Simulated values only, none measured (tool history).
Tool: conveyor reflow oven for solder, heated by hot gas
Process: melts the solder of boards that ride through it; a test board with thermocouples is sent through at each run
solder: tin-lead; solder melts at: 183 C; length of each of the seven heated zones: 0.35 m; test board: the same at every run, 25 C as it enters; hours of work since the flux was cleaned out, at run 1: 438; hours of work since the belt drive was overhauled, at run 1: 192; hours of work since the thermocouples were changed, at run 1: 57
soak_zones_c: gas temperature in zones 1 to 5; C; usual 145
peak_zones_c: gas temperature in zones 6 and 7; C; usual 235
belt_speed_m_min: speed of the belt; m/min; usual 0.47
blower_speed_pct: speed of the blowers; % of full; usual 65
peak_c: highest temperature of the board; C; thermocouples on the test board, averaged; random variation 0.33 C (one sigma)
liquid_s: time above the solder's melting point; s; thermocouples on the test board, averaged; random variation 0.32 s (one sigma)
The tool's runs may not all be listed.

run,hour,soak_zones_c,peak_zones_c,belt_speed_m_min,blower_speed_pct,hours of work since the flux was cleaned out,hours of work since the belt drive was overhauled,hours of work since the thermocouples were changed,peak_c,liquid_s
1,0,145,235,0.47,65,438,192,57,219.3,71.6
2,9.4,145,235,0.47,65,442,196,61,219.8,71.4
3,16.7,145,235,0.47,87,445,199,64,224.3,76
4,24.8,145,235,0.47,87,448,202,68,223.8,75.8
5,37.6,148,235,0.47,65,454,208,73,219.5,73.3
6,44,145,235,0.47,65,456,210,76,219.3,71
7,56.4,145,224,0.47,65,462,216,81,210.5,63
8,62.9,145,224,0.47,65,464,219,84,210,62.6
9,74.6,151,235,0.47,65,469,223,89,220.5,75.8
10,87.3,145,235,0.47,65,475,229,94,219.4,71.8
11,99.7,145,235,0.47,65,480,234,100,219.2,71.1
12,115,145,235,0.47,79,486,241,106,222.4,74.5
13,125.9,145,235,0.47,79,491,245,111,222.8,74.8
14,133,145,235,0.47,79,494,248,114,222,74.6
# hour 152: flux residue cleaned out of gas plates and filters
15,153.3,141,230,0.481,57,1,255,120,211.3,60.2
16,160.3,153,241,0.47,81,4,258,123,229,82.5
17,173.2,137,238,0.381,71,9,263,129,228.3,93.6
18,184.7,137,238,0.381,83,14,268,134,230,95.8
19,192.5,155,238,0.556,72,17,271,137,220.8,65.2
20,203.7,156,235,0.383,59,22,276,142,225,99.7
21,211.5,148,235,0.383,71,25,279,145,226.2,96.6
22,220,145,248,0.47,74,29,283,149,233.3,81
23,227.2,145,248,0.47,74,32,286,152,232.7,81.1
24,238.9,137,244,0.452,67,37,291,157,227.9,77.8
25,252.2,137,235,0.47,65,43,297,162,217.4,66.9
26,262.9,152,233,0.48,55,47,301,167,214.7,69.6

The next listed run, before its measurement:
27,276,143,236,0.47,65,53,307,172,?,?

Run 27 gave peak_c 220.3 C, liquid_s 71.1 s.
Without the tool's hidden state the same run would have given peak_c 220.3 C, liquid_s 71.1 s.
